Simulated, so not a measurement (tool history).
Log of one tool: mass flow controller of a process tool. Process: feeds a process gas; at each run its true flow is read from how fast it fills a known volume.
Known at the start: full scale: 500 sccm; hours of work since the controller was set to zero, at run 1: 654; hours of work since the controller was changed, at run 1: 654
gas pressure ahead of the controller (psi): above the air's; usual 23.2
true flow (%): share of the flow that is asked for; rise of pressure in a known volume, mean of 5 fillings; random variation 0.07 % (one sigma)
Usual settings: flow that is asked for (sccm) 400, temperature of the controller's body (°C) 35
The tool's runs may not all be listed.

| run | hour | flow that is asked for (sccm) | gas pressure ahead of the controller (psi) | temperature of the controller's body (°C) | hours of work since the controller was set to zero | hours of work since the controller was changed | true flow (%) |
|---|---|---|---|---|---|---|---|
| 1 | 0 | 400 | 23.2 | 35 | 654 | 654 | 98.3 |
| 2 | 281 | 400 | 23.2 | 32 | 859 | 859 | 98.64 |
| 3 | 501.5 | 400 | 33.2 | 32 | 1020 | 1020 | 98.44 |
| 4 | 924.8 | 400 | 33.2 | 32 | 1329 | 1329 | 98.4 |
| 5 | 1135.1 | 400 | 33.2 | 32 | 1482 | 1482 | 98.24 |
| 6 | 1351 | 400 | 33.2 | 32 | 1640 | 1640 | 98.11 |
| 7 | 1554.6 | 400 | 33.2 | 32 | 1788 | 1788 | 98.21 |
| 8 | 1744.4 | 400 | 33.2 | 32 | 1927 | 1927 | 98.1 |
| 9 | 2173 | 400 | 23.2 | 35 | 2240 | 2240 | 97.8 |
| 10 | 2598.8 | 400 | 23.2 | 35 | 2551 | 2551 | 97.69 |
| 11 | 2813.3 | 400 | 23.2 | 35 | 2707 | 2707 | 97.66 |
| 12 | 3137 | 400 | 23.2 | 35 | 2943 | 2943 | 97.41 |
| 13 | 3421.4 | 400 | 23.2 | 35 | 3151 | 3151 | 97.31 |
| 14 | 3632.2 | 400 | 23.2 | 35 | 3305 | 3305 | 97.33 |
| 15 | 3857.2 | 400 | 23.2 | 35 | 3469 | 3469 | 97.28 |
| 16 | 4123.5 | 400 | 23.2 | 35 | 3663 | 3663 | 97.1 |
| 17 | 4558.4 | 400 | 23.2 | 35 | 3981 | 3981 | 97.05 |
| 18 | 4811.4 | 400 | 23.2 | 35 | 4166 | 4166 | 97.12 |
|  | 4913.8 | controller's zero set anew |
| 19 | 5210.6 | 328 | 27.8 | 32 | 217 | 4457 | 95.98 |
| 20 | 5422.3 | 64 | 24.2 | 21 | 371 | 4611 | 88.82 |
| 21 | 5762.3 | 458 | 23.2 | 27 | 619 | 4859 | 96.96 |
| 22 | 5998.7 | 458 | 39 | 30 | 792 | 5032 | 96.5 |
| 23 | 6257.9 | 259 | 30.3 | 30 | 981 | 5221 | 95.09 |
| 24 | 6555.4 | 67 | 20.5 | 22 | 1198 | 5438 | 87.94 |
| 25 | 6815.4 | 67 | 20.5 | 22 | 1388 | 5628 | 87.67 |
| 26 | 7093.4 | 400 | 29.2 | 26 | 1591 | 5831 | 96.3 |
|  | 7113.1 | controller's zero set anew, once more |
| 27 | 7273.9 | 400 | 29.2 | 26 | 117 | 5962 | 98.02 |
| 28 | 7597.6 | 69 | 24.5 | 34 | 354 | 6199 | 96.02 |
| 29 | 7812 | 202 | 24.1 | 34 | 510 | 6355 | 96.64 |
| 30 | 8245.5 | 471 | 40.2 | 25 | 827 | 6671 | 97.86 |
| 31 | 8661.5 | 471 | 40.2 | 25 | 1130 | 6975 | 97.68 |
| 32 | 9062 | 471 | 21.9 | 21 | 1423 | 7267 | 98.09 |
| 33 | 9413.8 | 471 | 21.9 | 21 | 1679 | 7524 | 97.94 |
| 34 | 9826.8 | 471 | 23.9 | 20 | 1981 | 7826 | 97.87 |
| 35 | 10161.9 | 86 | 23.2 | 38 | 2225 | 8070 | 93.65 |

The same runs without the tool's hidden state, with the same run-to-run variation:
The hidden state here: flow at rest that the sensor doesn't see, % of full scale; true flow over the shown one, %; drift of the gauge itself on true_pct, %.
| run | true flow (%) |
|---|---|
| 1 | 98.83 |
| 2 | 99.26 |
| 3 | 99.13 |
| 4 | 99.23 |
| 5 | 99.15 |
| 6 | 99.08 |
| 7 | 99.25 |
| 8 | 99.2 |
| 9 | 99.05 |
| 10 | 99.07 |
| 11 | 99.11 |
| 12 | 98.97 |
| 13 | 98.97 |
| 14 | 99.05 |
| 15 | 99.08 |
| 16 | 98.99 |
| 17 | 99.09 |
| 18 | 99.25 |
| 19 | 99.1 |
| 20 | 99.58 |
| 21 | 99.74 |
| 22 | 99.36 |
| 23 | 99.12 |
| 24 | 99.49 |
| 25 | 99.49 |
| 26 | 99.73 |
| 27 | 99.79 |
| 28 | 98.43 |
| 29 | 98.73 |
| 30 | 99.93 |
| 31 | 99.87 |
| 32 | 100.41 |
| 33 | 100.36 |
| 34 | 100.42 |
| 35 | 98.23 |

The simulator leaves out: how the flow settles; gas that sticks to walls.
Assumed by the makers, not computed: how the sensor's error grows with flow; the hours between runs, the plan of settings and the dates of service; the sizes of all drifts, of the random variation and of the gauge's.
